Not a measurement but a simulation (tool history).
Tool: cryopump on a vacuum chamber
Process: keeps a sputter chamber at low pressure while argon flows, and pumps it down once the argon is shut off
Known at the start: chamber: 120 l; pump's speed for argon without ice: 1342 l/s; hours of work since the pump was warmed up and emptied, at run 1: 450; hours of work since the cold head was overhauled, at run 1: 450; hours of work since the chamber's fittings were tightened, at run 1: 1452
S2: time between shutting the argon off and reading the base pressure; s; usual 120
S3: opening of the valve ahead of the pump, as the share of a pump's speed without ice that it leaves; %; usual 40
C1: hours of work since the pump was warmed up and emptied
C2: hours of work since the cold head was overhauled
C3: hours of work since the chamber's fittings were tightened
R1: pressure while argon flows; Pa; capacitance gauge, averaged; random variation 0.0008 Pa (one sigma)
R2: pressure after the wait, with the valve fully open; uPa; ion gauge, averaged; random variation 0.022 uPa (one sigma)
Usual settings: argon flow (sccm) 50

Run 1, day 0: usual settings; C1 450; C2 450; C3 1452. Result: R1 0.1627 Pa, R2 2.59 uPa.
Run 2, day 0.592: usual settings; C1 456; C2 456; C3 1458. Result: R1 0.1622 Pa, R2 2.64 uPa.
Run 3, day 1.204: usual settings but S3 54 %; C1 462; C2 462; C3 1464. Result: R1 0.1226 Pa, R2 2.66 uPa.
Run 4, day 1.967: usual settings but S2 241 s, S3 54 %; C1 470; C2 470; C3 1472. Result: R1 0.1227 Pa, R2 2.43 uPa.
Run 5, day 2.792: usual settings but S2 241 s, S3 54 %; C1 478; C2 478; C3 1480. Result: R1 0.1254 Pa, R2 2.49 uPa.
Run 6, day 3.721: usual settings but S2 241 s, S3 54 %; C1 488; C2 488; C3 1490. Result: R1 0.1237 Pa, R2 2.44 uPa.
Run 7, day 4.833: usual settings but S2 241 s, S3 54 %; C1 499; C2 499; C3 1501. Result: R1 0.1224 Pa, R2 2.5 uPa.
Run 8, day 6.012: usual settings; C1 511; C2 511; C3 1513. Result: R1 0.1626 Pa, R2 2.61 uPa.
Run 9, day 6.871: usual settings; C1 520; C2 520; C3 1522. Result: R1 0.1634 Pa, R2 2.64 uPa.
Run 10, day 8.146: usual settings; C1 533; C2 533; C3 1535. Result: R1 0.1646 Pa, R2 2.75 uPa.
Run 11, day 8.846: usual settings but S2 83 s, S3 44 %; C1 540; C2 540; C3 1542. Result: R1 0.1503 Pa, R2 2.93 uPa.
Run 12, day 9.788: usual settings but S2 83 s, S3 44 %; C1 550; C2 550; C3 1552. Result: R1 0.1496 Pa, R2 2.92 uPa.
Run 13, day 10.504: usual settings but S2 147 s, S3 23 %; C1 557; C2 557; C3 1559. Result: R1 0.2811 Pa, R2 2.79 uPa.
Run 14, day 11.108: usual settings but S2 147 s, S3 23 %; C1 563; C2 563; C3 1565. Result: R1 0.2817 Pa, R2 2.65 uPa.
Run 15, day 12.183: usual settings but S2 147 s, S3 23 %; C1 574; C2 574; C3 1576. Result: R1 0.2819 Pa, R2 2.78 uPa.
Run 16, day 13.146: usual settings but S2 147 s, S3 23 %; C1 584; C2 584; C3 1586. Result: R1 0.2819 Pa, R2 2.72 uPa.
Run 17, day 13.696: usual settings but argon flow (sccm) 32, S2 38 s, S3 60 %; C1 589; C2 589; C3 1592. Result: R1 0.0732 Pa, R2 3.66 uPa.
Run 18, day 14.562: usual settings but argon flow (sccm) 78, S2 37 s; C1 598; C2 598; C3 1600. Result: R1 0.2592 Pa, R2 3.76 uPa.

3 ways to go on from here, each from the tool as it stands after run 18. What would each give?
Run A, day 15.467: usual settings but argon flow (sccm) 32; C1 607; C2 607; C3 1610. Result: R1 ?, R2 ?.
Run B, day 15.467: usual settings but argon flow (sccm) 78, S2 37 s, S3 30 %; C1 607; C2 607; C3 1610. Result: R1 ?, R2 ?.
Run C, day 15.467: usual settings but argon flow (sccm) 53, S2 23 s; C1 607; C2 607; C3 1610. Result: R1 ?, R2 ?.

run      R1    R2
  A  0.1063  2.91
  B  0.3388  3.62
  C  0.1767  4.39
Without the tool's hidden state the same runs would have given:
run      R1    R2
  A  0.1011  0.59
  B  0.3263  1.38
  C  0.1682  2.13

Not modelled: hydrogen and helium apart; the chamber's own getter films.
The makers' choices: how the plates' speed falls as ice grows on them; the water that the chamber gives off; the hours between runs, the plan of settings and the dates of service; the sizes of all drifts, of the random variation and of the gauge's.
